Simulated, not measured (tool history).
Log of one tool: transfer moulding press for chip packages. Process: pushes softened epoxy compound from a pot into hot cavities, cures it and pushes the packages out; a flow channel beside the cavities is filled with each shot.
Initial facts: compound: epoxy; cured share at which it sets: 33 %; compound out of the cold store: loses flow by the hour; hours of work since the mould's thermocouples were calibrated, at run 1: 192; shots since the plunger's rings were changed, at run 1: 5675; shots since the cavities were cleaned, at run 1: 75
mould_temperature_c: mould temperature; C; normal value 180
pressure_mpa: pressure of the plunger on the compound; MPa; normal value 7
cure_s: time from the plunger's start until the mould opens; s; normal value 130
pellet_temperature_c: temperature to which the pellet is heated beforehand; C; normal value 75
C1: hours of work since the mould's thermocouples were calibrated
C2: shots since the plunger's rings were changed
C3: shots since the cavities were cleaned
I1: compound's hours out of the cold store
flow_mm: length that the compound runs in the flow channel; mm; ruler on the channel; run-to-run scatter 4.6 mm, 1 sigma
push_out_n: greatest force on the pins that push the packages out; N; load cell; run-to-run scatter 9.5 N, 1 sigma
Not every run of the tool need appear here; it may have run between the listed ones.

{"run": 1, "day": 0.0, "mould_temperature_c": 180, "pressure_mpa": 7, "cure_s": 130, "pellet_temperature_c": 75, "C1": 192, "C2": 5675, "C3": 75, "I1": 46, "flow_mm": 453, "push_out_n": 501}
{"day": 1.779, "done": "cavities cleaned with cleaning compound and waxed"}
{"day": 2.496, "done": "plunger's sealing rings changed"}
{"run": 2, "day": 2.746, "mould_temperature_c": 180, "pressure_mpa": 7, "cure_s": 130, "pellet_temperature_c": 75, "C1": 234, "C2": 56, "C3": 191, "I1": 25.8, "flow_mm": 536, "push_out_n": 588}
{"day": 4.067, "done": "cavities cleaned with cleaning compound and waxed"}
{"run": 3, "day": 5.317, "mould_temperature_c": 180, "pressure_mpa": 7, "cure_s": 130, "pellet_temperature_c": 81, "C1": 275, "C2": 611, "C3": 277, "I1": 39.6, "flow_mm": 498, "push_out_n": 584}
{"day": 6.125, "done": "cavities cleaned with cleaning compound and waxed"}
{"run": 4, "day": 7.579, "mould_temperature_c": 180, "pressure_mpa": 7, "cure_s": 130, "pellet_temperature_c": 71, "C1": 310, "C2": 1098, "C3": 321, "I1": 19.7, "flow_mm": 536, "push_out_n": 595}
{"day": 8.321, "done": "cavities cleaned with cleaning compound and waxed"}
{"day": 9.512, "done": "mould's thermocouples calibrated"}
{"run": 5, "day": 9.938, "mould_temperature_c": 180, "pressure_mpa": 7, "cure_s": 130, "pellet_temperature_c": 75, "C1": 7, "C2": 1588, "C3": 339, "I1": 20, "flow_mm": 524, "push_out_n": 621}
{"day": 10.512, "done": "cavities cleaned with cleaning compound and waxed"}
{"run": 6, "day": 11.967, "mould_temperature_c": 180, "pressure_mpa": 7, "cure_s": 130, "pellet_temperature_c": 75, "C1": 39, "C2": 2025, "C3": 322, "I1": 27.4, "flow_mm": 504, "push_out_n": 629}
{"day": 12.7, "done": "cavities cleaned with cleaning compound and waxed"}
{"run": 7, "day": 13.317, "mould_temperature_c": 180, "pressure_mpa": 7.8, "cure_s": 130, "pellet_temperature_c": 75, "C1": 60, "C2": 2309, "C3": 136, "I1": 20, "flow_mm": 550, "push_out_n": 516}
{"day": 14.9, "done": "cavities cleaned with cleaning compound and waxed"}
{"run": 8, "day": 15.804, "mould_temperature_c": 180, "pressure_mpa": 7.8, "cure_s": 130, "pellet_temperature_c": 75, "C1": 99, "C2": 2847, "C3": 200, "I1": 29.6, "flow_mm": 535, "push_out_n": 572}
{"day": 17.008, "done": "cavities cleaned with cleaning compound and waxed"}
{"run": 9, "day": 18.638, "mould_temperature_c": 180, "pressure_mpa": 7, "cure_s": 130, "pellet_temperature_c": 77, "C1": 144, "C2": 3461, "C3": 362, "I1": 31.1, "flow_mm": 493, "push_out_n": 617}
{"day": 19.067, "done": "cavities cleaned with cleaning compound and waxed"}
{"run": 10, "day": 20.175, "mould_temperature_c": 180, "pressure_mpa": 7.27, "cure_s": 129, "pellet_temperature_c": 83, "C1": 168, "C2": 3787, "C3": 245, "I1": 20.7, "flow_mm": 509, "push_out_n": 593}
{"day": 21.229, "done": "cavities cleaned with cleaning compound and waxed"}
{"run": 11, "day": 21.842, "mould_temperature_c": 180, "pressure_mpa": 7.27, "cure_s": 129, "pellet_temperature_c": 83, "C1": 194, "C2": 4143, "C3": 136, "I1": 24.1, "flow_mm": 501, "push_out_n": 522}
{"run": 12, "day": 23.225, "mould_temperature_c": 182, "pressure_mpa": 7.89, "cure_s": 130, "pellet_temperature_c": 75, "C1": 217, "C2": 4449, "C3": 442, "I1": 27, "flow_mm": 514, "push_out_n": 653}
{"day": 23.504, "done": "cavities cleaned with cleaning compound and waxed"}
{"run": 13, "day": 24.621, "mould_temperature_c": 180, "pressure_mpa": 7, "cure_s": 130, "pellet_temperature_c": 70, "C1": 238, "C2": 4744, "C3": 247, "I1": 41, "flow_mm": 459, "push_out_n": 576}
{"day": 25.575, "done": "cavities cleaned with cleaning compound and waxed"}
{"run": 14, "day": 27.1, "mould_temperature_c": 180, "pressure_mpa": 8.02, "cure_s": 121, "pellet_temperature_c": 70, "C1": 278, "C2": 5280, "C3": 338, "I1": 33.9, "flow_mm": 505, "push_out_n": 662}
{"day": 27.871, "done": "cavities cleaned with cleaning compound and waxed"}
{"run": 15, "day": 29.275, "mould_temperature_c": 180, "pressure_mpa": 8.02, "cure_s": 121, "pellet_temperature_c": 70, "C1": 312, "C2": 5748, "C3": 311, "I1": 36.4, "flow_mm": 490, "push_out_n": 643}

Measured result minus the same run's result without the hidden state. Both carry the same run-to-run variation, though not necessarily the same gauge scatter:
Hidden state at play: true mould temperature over the reading, C; pressure that reaches the compound, % of what is set; grip of the stained cavities, % over clean ones'; drift of the gauge itself on flow_mm, %; drift of the gauge itself on push_out_n, %.
run=1 flow_mm=-50 push_out_n=+68
run=2 flow_mm=-2 push_out_n=+140
run=3 flow_mm=-8 push_out_n=+158
run=4 flow_mm=-12 push_out_n=+167
run=5 flow_mm=-17 push_out_n=+187
run=6 flow_mm=-20 push_out_n=+190
run=7 flow_mm=-24 push_out_n=+88
run=8 flow_mm=-29 push_out_n=+122
run=9 flow_mm=-33 push_out_n=+184
run=10 flow_mm=-39 push_out_n=+153
run=11 flow_mm=-42 push_out_n=+88
run=12 flow_mm=-47 push_out_n=+217
run=13 flow_mm=-45 push_out_n=+142
run=14 flow_mm=-55 push_out_n=+191
run=15 flow_mm=-60 push_out_n=+176
